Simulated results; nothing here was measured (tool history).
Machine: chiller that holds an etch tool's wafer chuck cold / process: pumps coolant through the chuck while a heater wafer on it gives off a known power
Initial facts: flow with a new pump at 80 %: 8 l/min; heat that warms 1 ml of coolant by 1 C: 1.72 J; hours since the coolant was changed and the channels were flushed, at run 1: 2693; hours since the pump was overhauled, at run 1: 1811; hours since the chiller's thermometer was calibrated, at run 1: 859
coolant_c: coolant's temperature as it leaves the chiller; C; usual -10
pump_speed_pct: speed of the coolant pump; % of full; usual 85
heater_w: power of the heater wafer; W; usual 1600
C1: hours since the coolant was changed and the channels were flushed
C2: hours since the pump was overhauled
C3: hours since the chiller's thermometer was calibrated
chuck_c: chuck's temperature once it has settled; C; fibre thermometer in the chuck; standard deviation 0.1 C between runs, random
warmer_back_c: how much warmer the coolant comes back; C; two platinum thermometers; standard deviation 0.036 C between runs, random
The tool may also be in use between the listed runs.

{"run": 1, "hour": 0.0, "coolant_c": -10, "pump_speed_pct": 85, "heater_w": 1600, "C1": 2693, "C2": 1811, "C3": 859, "chuck_c": 2.4, "warmer_back_c": 6.51}
{"run": 2, "hour": 43.1, "coolant_c": -10, "pump_speed_pct": 85, "heater_w": 1600, "C1": 2736, "C2": 1854, "C3": 902, "chuck_c": 2.4, "warmer_back_c": 6.49}
{"run": 3, "hour": 89.4, "coolant_c": -10, "pump_speed_pct": 85, "heater_w": 1600, "C1": 2782, "C2": 1900, "C3": 948, "chuck_c": 2.5, "warmer_back_c": 6.53}
{"run": 4, "hour": 134.6, "coolant_c": -10, "pump_speed_pct": 85, "heater_w": 1600, "C1": 2827, "C2": 1945, "C3": 994, "chuck_c": 2.4, "warmer_back_c": 6.54}
{"run": 5, "hour": 165.1, "coolant_c": -10, "pump_speed_pct": 85, "heater_w": 1600, "C1": 2858, "C2": 1976, "C3": 1024, "chuck_c": 2.6, "warmer_back_c": 6.59}
{"run": 6, "hour": 202.3, "coolant_c": -10, "pump_speed_pct": 84, "heater_w": 1600, "C1": 2895, "C2": 2013, "C3": 1061, "chuck_c": 2.6, "warmer_back_c": 6.63}
{"run": 7, "hour": 254.8, "coolant_c": -10, "pump_speed_pct": 84, "heater_w": 1600, "C1": 2947, "C2": 2066, "C3": 1114, "chuck_c": 2.6, "warmer_back_c": 6.69}
{"run": 8, "hour": 286.6, "coolant_c": -10, "pump_speed_pct": 85, "heater_w": 869, "C1": 2979, "C2": 2097, "C3": 1146, "chuck_c": -3.1, "warmer_back_c": 3.56}
{"run": 9, "hour": 331.1, "coolant_c": -10, "pump_speed_pct": 85, "heater_w": 869, "C1": 3024, "C2": 2142, "C3": 1190, "chuck_c": -3.3, "warmer_back_c": 3.51}
{"run": 10, "hour": 353.9, "coolant_c": -10, "pump_speed_pct": 85, "heater_w": 869, "C1": 3046, "C2": 2165, "C3": 1213, "chuck_c": -3.2, "warmer_back_c": 3.55}
{"run": 11, "hour": 388.2, "coolant_c": -10, "pump_speed_pct": 85, "heater_w": 869, "C1": 3081, "C2": 2199, "C3": 1247, "chuck_c": -3.4, "warmer_back_c": 3.56}
{"run": 12, "hour": 432.6, "coolant_c": -1, "pump_speed_pct": 85, "heater_w": 869, "C1": 3125, "C2": 2243, "C3": 1292, "chuck_c": 5.5, "warmer_back_c": 3.56}
{"run": 13, "hour": 458.7, "coolant_c": -10, "pump_speed_pct": 85, "heater_w": 1600, "C1": 3151, "C2": 2269, "C3": 1318, "chuck_c": 2.5, "warmer_back_c": 6.57}
{"run": 14, "hour": 494.1, "coolant_c": -10, "pump_speed_pct": 85, "heater_w": 964, "C1": 3187, "C2": 2305, "C3": 1353, "chuck_c": -2.6, "warmer_back_c": 3.98}
{"run": 15, "hour": 529.7, "coolant_c": -10, "pump_speed_pct": 85, "heater_w": 1600, "C1": 3222, "C2": 2341, "C3": 1389, "chuck_c": 2.4, "warmer_back_c": 6.61}
{"run": 16, "hour": 561.0, "coolant_c": -10, "pump_speed_pct": 85, "heater_w": 1600, "C1": 3253, "C2": 2372, "C3": 1420, "chuck_c": 2.4, "warmer_back_c": 6.56}
{"run": 17, "hour": 612.9, "coolant_c": -20, "pump_speed_pct": 69, "heater_w": 1600, "C1": 3305, "C2": 2424, "C3": 1472, "chuck_c": -5.2, "warmer_back_c": 8.21}
{"run": 18, "hour": 659.9, "coolant_c": -1, "pump_speed_pct": 69, "heater_w": 1600, "C1": 3352, "C2": 2471, "C3": 1519, "chuck_c": 13.9, "warmer_back_c": 8.17}
{"run": 19, "hour": 682.8, "coolant_c": -10, "pump_speed_pct": 85, "heater_w": 816, "C1": 3375, "C2": 2494, "C3": 1542, "chuck_c": -3.5, "warmer_back_c": 3.37}
{"run": 20, "hour": 709.4, "coolant_c": -15, "pump_speed_pct": 64, "heater_w": 1374, "C1": 3402, "C2": 2520, "C3": 1568, "chuck_c": -1.4, "warmer_back_c": 7.52}
{"run": 21, "hour": 738.6, "coolant_c": -15, "pump_speed_pct": 92, "heater_w": 1374, "C1": 3431, "C2": 2549, "C3": 1598, "chuck_c": -4.9, "warmer_back_c": 5.23}
{"run": 22, "hour": 775.4, "coolant_c": -15, "pump_speed_pct": 92, "heater_w": 2226, "C1": 3468, "C2": 2586, "C3": 1634, "chuck_c": 1.1, "warmer_back_c": 8.38}
{"run": 23, "hour": 822.3, "coolant_c": -15, "pump_speed_pct": 92, "heater_w": 2226, "C1": 3515, "C2": 2633, "C3": 1681, "chuck_c": 1.3, "warmer_back_c": 8.41}
{"run": 24, "hour": 855.5, "coolant_c": -10, "pump_speed_pct": 92, "heater_w": 2226, "C1": 3548, "C2": 2666, "C3": 1715, "chuck_c": 6.1, "warmer_back_c": 8.41}
{"run": 25, "hour": 895.6, "coolant_c": -10, "pump_speed_pct": 92, "heater_w": 2226, "C1": 3588, "C2": 2706, "C3": 1755, "chuck_c": 6.3, "warmer_back_c": 8.46}
{"run": 26, "hour": 950.5, "coolant_c": -10, "pump_speed_pct": 63, "heater_w": 1600, "C1": 3643, "C2": 2761, "C3": 1810, "chuck_c": 6.0, "warmer_back_c": 9.0}
{"run": 27, "hour": 984.7, "coolant_c": -10, "pump_speed_pct": 77, "heater_w": 803, "C1": 3677, "C2": 2795, "C3": 1844, "chuck_c": -3.3, "warmer_back_c": 3.66}
{"run": 28, "hour": 1017.6, "coolant_c": -3, "pump_speed_pct": 77, "heater_w": 1600, "C1": 3710, "C2": 2828, "C3": 1877, "chuck_c": 10.5, "warmer_back_c": 7.29}
{"run": 29, "hour": 1059.4, "coolant_c": -12, "pump_speed_pct": 77, "heater_w": 1600, "C1": 3752, "C2": 2870, "C3": 1918, "chuck_c": 1.5, "warmer_back_c": 7.3}
{"run": 30, "hour": 1096.0, "coolant_c": -12, "pump_speed_pct": 77, "heater_w": 1600, "C1": 3789, "C2": 2907, "C3": 1955, "chuck_c": 1.4, "warmer_back_c": 7.2}
{"run": 31, "hour": 1125.6, "coolant_c": -12, "pump_speed_pct": 77, "heater_w": 1600, "C1": 3818, "C2": 2936, "C3": 1985, "chuck_c": 1.5, "warmer_back_c": 7.18}

Forecast each of these 4 alternatives for the next run:
{"run": "A", "hour": 1155.4, "coolant_c": -12, "pump_speed_pct": 91, "heater_w": 1600, "C1": 3848, "C2": 2966, "C3": 2015, "chuck_c": "?", "warmer_back_c": "?"}
{"run": "B", "hour": 1155.4, "coolant_c": -10, "pump_speed_pct": 90, "heater_w": 1600, "C1": 3848, "C2": 2966, "C3": 2015, "chuck_c": "?", "warmer_back_c": "?"}
{"run": "C", "hour": 1155.4, "coolant_c": -13, "pump_speed_pct": 63, "heater_w": 1631, "C1": 3848, "C2": 2966, "C3": 2015, "chuck_c": "?", "warmer_back_c": "?"}
{"run": "D", "hour": 1155.4, "coolant_c": -12, "pump_speed_pct": 88, "heater_w": 1600, "C1": 3848, "C2": 2966, "C3": 2015, "chuck_c": "?", "warmer_back_c": "?"}

run=A chuck_c=-0.3 warmer_back_c=6.15
run=B chuck_c=1.8 warmer_back_c=6.20
run=C chuck_c=3.2 warmer_back_c=9.16
run=D chuck_c=0.1 warmer_back_c=6.35
What these runs would have given with no unlogged condition in the tool:
run=A chuck_c=-0.3 warmer_back_c=6.15
run=B chuck_c=1.8 warmer_back_c=6.19
run=C chuck_c=3.2 warmer_back_c=9.15
run=D chuck_c=0.1 warmer_back_c=6.34
